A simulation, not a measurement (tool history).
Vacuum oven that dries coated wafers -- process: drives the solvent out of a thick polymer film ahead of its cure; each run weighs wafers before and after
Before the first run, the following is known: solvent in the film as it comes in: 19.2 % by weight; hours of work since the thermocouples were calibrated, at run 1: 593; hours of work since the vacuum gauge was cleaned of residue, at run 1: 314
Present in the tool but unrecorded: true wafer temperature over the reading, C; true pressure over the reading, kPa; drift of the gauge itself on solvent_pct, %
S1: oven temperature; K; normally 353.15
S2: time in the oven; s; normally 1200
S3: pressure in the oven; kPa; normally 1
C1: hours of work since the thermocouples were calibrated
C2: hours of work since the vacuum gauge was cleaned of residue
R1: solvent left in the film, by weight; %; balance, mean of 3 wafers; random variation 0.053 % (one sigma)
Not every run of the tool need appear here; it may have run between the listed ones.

| run | day | S1 | S2 | S3 | C1 | C2 | R1 |
|---|---|---|---|---|---|---|---|
| 1 | 0 | 353.15 | 1200 | 1 | 593 | 314 | 1.97 |
| 2 | 3.25 | 353.15 | 1200 | 1 | 649 | 369 | 1.97 |
| 3 | 5.608 | 349.15 | 1200 | 1 | 689 | 410 | 3.05 |
| 4 | 9.475 | 353.15 | 1080 | 1 | 755 | 476 | 2.44 |
| 5 | 13.546 | 353.15 | 1080 | 1 | 825 | 545 | 2.49 |
| 6 | 15.25 | 338.15 | 1200 | 1 | 854 | 574 | 7.4 |
|  | 16.667 | oven's thermocouples calibrated |
| 7 | 19.292 | 353.15 | 1200 | 1 | 45 | 642 | 1.96 |
| 8 | 22.221 | 355.15 | 1200 | 1 | 95 | 692 | 1.7 |
| 9 | 24.746 | 353.15 | 1200 | 1 | 138 | 735 | 1.98 |
| 10 | 27.762 | 353.15 | 1200 | 1 | 190 | 787 | 1.91 |
| 11 | 29.446 | 353.15 | 1200 | 1 | 218 | 815 | 1.98 |
| 12 | 31.312 | 353.15 | 1200 | 1 | 250 | 847 | 2.01 |
| 13 | 34.958 | 353.15 | 1200 | 1 | 313 | 910 | 2.12 |
| 14 | 37.717 | 353.15 | 1200 | 1 | 360 | 957 | 2.12 |
| 15 | 40.354 | 353.15 | 1200 | 3.48 | 405 | 1002 | 4.31 |
| 16 | 43.454 | 353.15 | 1200 | 3.48 | 458 | 1055 | 4.57 |
| 17 | 47.167 | 353.15 | 1200 | 3.48 | 521 | 1118 | 4.53 |
| 18 | 49.567 | 353.15 | 1200 | 1 | 562 | 1159 | 2.22 |
| 19 | 51.725 | 353.15 | 1200 | 1 | 599 | 1196 | 2.25 |
|  | 52.308 | vacuum gauge cleaned of residue and calibrated |
| 20 | 54.354 | 340.15 | 1020 | 0.64 | 643 | 35 | 6.73 |
| 21 | 56.904 | 353.15 | 1020 | 3.84 | 687 | 79 | 4.95 |
| 22 | 60.088 | 340.15 | 1200 | 0.92 | 741 | 133 | 6.15 |
| 23 | 63.196 | 348.15 | 660 | 0.92 | 794 | 186 | 6.14 |
| 24 | 66.517 | 353.15 | 1200 | 2.66 | 851 | 243 | 3.46 |
|  | 68.217 | oven's thermocouples calibrated |
| 25 | 68.471 | 347.15 | 1680 | 3.57 | 4 | 275 | 5.04 |
| 26 | 70.617 | 353.15 | 720 | 2.46 | 41 | 312 | 4.86 |
| 27 | 72.625 | 353.15 | 720 | 2.46 | 75 | 346 | 4.71 |
| 28 | 74.858 | 353.15 | 1200 | 1.06 | 114 | 384 | 1.98 |
| 29 | 78.117 | 353.15 | 600 | 1.22 | 169 | 440 | 4.78 |
| 30 | 79.925 | 338.15 | 1320 | 0.84 | 200 | 471 | 6.32 |
| 31 | 82.088 | 338.15 | 1560 | 0.84 | 237 | 508 | 5.54 |
| 32 | 86.154 | 344.15 | 1080 | 1 | 307 | 577 | 5.2 |
| 33 | 89.579 | 363.15 | 1200 | 2.23 | 365 | 636 | 1.65 |
| 34 | 93.208 | 354.15 | 720 | 2.53 | 427 | 698 | 4.79 |
| 35 | 96.146 | 353.15 | 720 | 2.26 | 477 | 748 | 4.94 |
| 36 | 99.979 | 353.15 | 720 | 2.26 | 543 | 813 | 5.23 |
| 37 | 102.325 | 350.15 | 960 | 2.67 | 583 | 853 | 5.35 |

Predict each of these 5 candidate next runs independently; none follows another, all start after run 37:
| A | 103.967 | 350.15 | 960 | 0.96 | 611 | 881 | ? |
| B | 103.967 | 362.15 | 660 | 2.46 | 611 | 881 | ? |
| C | 103.967 | 360.15 | 900 | 0.69 | 611 | 881 | ? |
| D | 103.967 | 348.15 | 1200 | 0.92 | 611 | 881 | ? |
| E | 103.967 | 360.15 | 2100 | 1 | 611 | 881 | ? |

| run | R1 |
|---|---|
| A | 3.77 |
| B | 2.89 |
| C | 1.34 |
| D | 3.48 |
| E | 0.97 |
Stripped of hidden state, with their random variation kept, the same runs would have yielded:
| run | R1 |
|---|---|
| A | 3.11 |
| B | 2.45 |
| C | 0.97 |
| D | 2.81 |
| E | 0.71 |
